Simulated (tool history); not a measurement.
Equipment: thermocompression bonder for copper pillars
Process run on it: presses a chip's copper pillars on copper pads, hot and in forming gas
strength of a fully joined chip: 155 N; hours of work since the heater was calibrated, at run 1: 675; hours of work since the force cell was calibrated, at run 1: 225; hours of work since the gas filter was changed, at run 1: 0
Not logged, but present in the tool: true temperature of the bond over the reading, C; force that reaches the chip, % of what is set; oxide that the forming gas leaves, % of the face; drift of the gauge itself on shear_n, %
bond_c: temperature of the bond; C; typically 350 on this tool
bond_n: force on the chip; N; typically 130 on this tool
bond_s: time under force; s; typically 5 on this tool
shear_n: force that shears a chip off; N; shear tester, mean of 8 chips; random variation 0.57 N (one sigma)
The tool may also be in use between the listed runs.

| run | hour | bond_c | bond_n | bond_s | hours of work since the heater was calibrated | hours of work since the force cell was calibrated | hours of work since the gas filter was changed | shear_n |
|---|---|---|---|---|---|---|---|---|
| 1 | 0 | 350 | 130 | 5 | 675 | 225 | 0 | 77.8 |
| 2 | 21 | 334 | 130 | 5 | 692 | 242 | 17 | 65.8 |
| 3 | 49.7 | 350 | 130 | 5 | 715 | 264 | 40 | 76.8 |
| 4 | 76.4 | 350 | 130 | 5 | 736 | 285 | 61 | 76.9 |
|  | 101.1 | heater calibrated with a thermocouple chip |
| 5 | 103.8 | 322 | 130 | 5 | 2 | 306 | 81 | 52.2 |
| 6 | 144.7 | 322 | 130 | 5 | 35 | 338 | 113 | 52.4 |
| 7 | 174 | 322 | 130 | 5 | 58 | 361 | 137 | 51.3 |
| 8 | 193.9 | 351 | 130 | 5 | 73 | 377 | 152 | 71.2 |
| 9 | 221 | 350 | 130 | 5 | 95 | 398 | 174 | 71 |
| 10 | 257.1 | 350 | 167 | 5 | 124 | 427 | 202 | 78.5 |
|  | 274 | forming gas filter changed |
| 11 | 284.5 | 350 | 167 | 5 | 145 | 448 | 8 | 81.9 |
| 12 | 329.4 | 375 | 167 | 5 | 180 | 484 | 44 | 100.9 |
| 13 | 349.1 | 375 | 167 | 5 | 196 | 499 | 59 | 99.5 |
|  | 376.5 | heater calibrated with a thermocouple chip, once more |
| 14 | 389.1 | 375 | 167 | 5 | 10 | 530 | 90 | 113.2 |
| 15 | 419 | 375 | 167 | 5 | 34 | 553 | 113 | 112.8 |
| 16 | 443 | 375 | 167 | 5 | 53 | 572 | 132 | 111.9 |
| 17 | 474.3 | 350 | 130 | 5 | 77 | 597 | 157 | 83.4 |
| 18 | 493.7 | 350 | 130 | 5 | 93 | 612 | 172 | 82.9 |
| 19 | 538.3 | 378 | 130 | 5 | 128 | 648 | 208 | 103.2 |
|  | 545.8 | forming gas filter changed |
| 20 | 579.7 | 376 | 130 | 5 | 161 | 680 | 27 | 104 |
| 21 | 611.8 | 371 | 95 | 11 | 186 | 706 | 52 | 109.3 |
| 22 | 652.4 | 371 | 87 | 5 | 218 | 738 | 84 | 81.1 |
| 23 | 674.6 | 371 | 87 | 5 | 236 | 755 | 102 | 80.3 |
| 24 | 696.2 | 339 | 113 | 3 | 253 | 772 | 119 | 55.8 |
| 25 | 741.5 | 367 | 130 | 3 | 289 | 808 | 155 | 79.6 |
| 26 | 782.5 | 367 | 130 | 3 | 321 | 841 | 187 | 77.9 |
|  | 815.5 | forming gas filter changed |
| 27 | 819.9 | 367 | 130 | 3 | 350 | 870 | 3 | 81 |
| 28 | 864.4 | 327 | 163 | 7 | 386 | 905 | 39 | 81.4 |
| 29 | 890.8 | 350 | 116 | 4 | 407 | 926 | 60 | 70.5 |
| 30 | 927.8 | 350 | 195 | 4 | 436 | 955 | 89 | 90.1 |
| 31 | 963.4 | 350 | 195 | 4 | 464 | 984 | 117 | 90.6 |
| 32 | 1006.2 | 371 | 130 | 7 | 498 | 1018 | 151 | 102.5 |
| 33 | 1046.6 | 348 | 183 | 4 | 530 | 1050 | 183 | 83.8 |
| 34 | 1084.4 | 348 | 183 | 4 | 560 | 1079 | 213 | 82.5 |
|  | 1088.3 | forming gas filter changed |
| 35 | 1116.5 | 339 | 95 | 8 | 585 | 1104 | 22 | 70.7 |
| 36 | 1147.4 | 339 | 95 | 8 | 609 | 1129 | 47 | 70.5 |
| 37 | 1179.8 | 339 | 95 | 8 | 635 | 1155 | 72 | 68.6 |
| 38 | 1204.5 | 339 | 95 | 8 | 655 | 1174 | 92 | 68.7 |
| 39 | 1244.4 | 331 | 87 | 13 | 686 | 1206 | 124 | 70 |

Alternative continuations, all from the tool just after run 39; predict every row:
| A | 1284.6 | 331 | 174 | 13 | 718 | 1238 | 155 | ? |
| B | 1284.6 | 379 | 100 | 5 | 718 | 1238 | 155 | ? |
| C | 1284.6 | 370 | 86 | 3 | 718 | 1238 | 155 | ? |
| D | 1284.6 | 375 | 107 | 5 | 718 | 1238 | 155 | ? |

| run | shear_n |
|---|---|
| A | 97.5 |
| B | 85.5 |
| C | 60.8 |
| D | 86.2 |
Stripped of hidden state, with their random variation kept, the same runs would have yielded:
| run | shear_n |
|---|---|
| A | 109.5 |
| B | 95.6 |
| C | 69.3 |
| D | 96.5 |
